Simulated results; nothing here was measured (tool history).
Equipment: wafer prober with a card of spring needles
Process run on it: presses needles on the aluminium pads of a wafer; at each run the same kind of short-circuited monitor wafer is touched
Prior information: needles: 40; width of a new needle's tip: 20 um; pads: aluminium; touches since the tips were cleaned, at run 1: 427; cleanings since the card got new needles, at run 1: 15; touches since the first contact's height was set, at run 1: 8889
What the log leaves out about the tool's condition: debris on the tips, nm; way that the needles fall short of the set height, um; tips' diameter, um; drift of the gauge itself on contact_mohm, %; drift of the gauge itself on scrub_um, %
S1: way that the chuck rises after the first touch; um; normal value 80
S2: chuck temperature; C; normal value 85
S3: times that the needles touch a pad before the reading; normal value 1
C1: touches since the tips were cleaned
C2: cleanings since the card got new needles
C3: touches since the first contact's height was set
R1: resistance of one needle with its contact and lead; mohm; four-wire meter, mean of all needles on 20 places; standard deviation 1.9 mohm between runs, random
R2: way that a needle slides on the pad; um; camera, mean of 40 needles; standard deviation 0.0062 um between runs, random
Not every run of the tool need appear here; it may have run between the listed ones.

run,hour,S1,S2,S3,C1,C2,C3,R1,R2
1,0,80,85,1,427,15,8889,208,12.439
# hour 8: tips cleaned on abrasive film
# hour 15.9: tips cleaned on abrasive film
# hour 23.9: tips cleaned on abrasive film
# hour 31.8: tips cleaned on abrasive film
# hour 39.8: tips cleaned on abrasive film
# hour 47.7: tips cleaned on abrasive film
# hour 57.6: tips cleaned on abrasive film
2,63.4,80,85,1,3131,22,42694,228,12.378
# hour 67.5: tips cleaned on abrasive film
# hour 75.4: tips cleaned on abrasive film
# hour 83.4: tips cleaned on abrasive film
# hour 93.3: tips cleaned on abrasive film
3,95.4,80,85,1,1164,26,59724,217,12.341
# hour 99.7: height of the first contact set anew
# hour 101.7: tips cleaned on abrasive film
# hour 109.7: tips cleaned on abrasive film
# hour 117.6: tips cleaned on abrasive film
# hour 125.6: tips cleaned on abrasive film
# hour 133.5: tips cleaned on abrasive film
# hour 141.5: tips cleaned on abrasive film
4,146.7,80,85,1,2830,32,25043,225,12.236
# hour 150.8: tips cleaned on abrasive film
# hour 160.7: tips cleaned on abrasive film
# hour 170.6: tips cleaned on abrasive film
# hour 180.5: tips cleaned on abrasive film
# hour 188.5: tips cleaned on abrasive film
# hour 198.4: tips cleaned on abrasive film
# hour 206.3: tips cleaned on abrasive film
# hour 214.3: tips cleaned on abrasive film
# hour 216.5: height of the first contact set anew
5,217.7,80,85,1,1686,40,628,220,12.452
# hour 223.7: tips cleaned on abrasive film
# hour 231.6: tips cleaned on abrasive film
# hour 239.6: tips cleaned on abrasive film
# hour 247.5: tips cleaned on abrasive film
6,253.7,75,61,2,3299,44,19794,218,11.64
# hour 255.7: tips cleaned on abrasive film
# hour 263.7: tips cleaned on abrasive film
# hour 271.6: tips cleaned on abrasive film
# hour 279.6: tips cleaned on abrasive film
# hour 287.5: tips cleaned on abrasive film
# hour 295.5: tips cleaned on abrasive film
7,301.4,75,61,2,3164,50,45173,211,11.599
# hour 305.4: tips cleaned on abrasive film
# hour 313.3: tips cleaned on abrasive film
# hour 321.3: tips cleaned on abrasive film
# hour 329.2: tips cleaned on abrasive film
# hour 333.5: height of the first contact set anew
# hour 337.5: tips cleaned on abrasive film
# hour 347.4: tips cleaned on abrasive film
# hour 355.4: tips cleaned on abrasive film
# hour 365.3: tips cleaned on abrasive film
8,370.6,83,85,1,2879,58,19803,226,12.881
# hour 374.7: tips cleaned on abrasive film
# hour 382.6: tips cleaned on abrasive film
# hour 392.5: tips cleaned on abrasive film
# hour 400.5: tips cleaned on abrasive film
# hour 408.6: height of the first contact set anew, once more
# hour 410.7: tips cleaned on abrasive film
# hour 420.6: tips cleaned on abrasive film
# hour 428.5: tips cleaned on abrasive film
9,431.6,68,59,1,1635,65,12213,224,10.565
# hour 437.6: tips cleaned on abrasive film
# hour 447.5: tips cleaned on abrasive film
# hour 457.4: tips cleaned on abrasive film
# hour 465.4: tips cleaned on abrasive film
10,466.5,68,59,2,627,69,30822,205,10.526

A few steps of R1 between consecutive runs. Split each: what settings, incoming material and random variation would produce without the hidden state, and what is left over for the hidden state, along with gauge scatter present in only one of the two compared results (measured, and without hidden state):
Run 1 -> 2: tips cleaned on abrasive film, tips cleaned on abrasive film, tips cleaned on abrasive film, tips cleaned on abrasive film, tips cleaned on abrasive film, tips cleaned on abrasive film, tips cleaned on abrasive film. R1 +20 mohm: hidden state +19, all else +1.
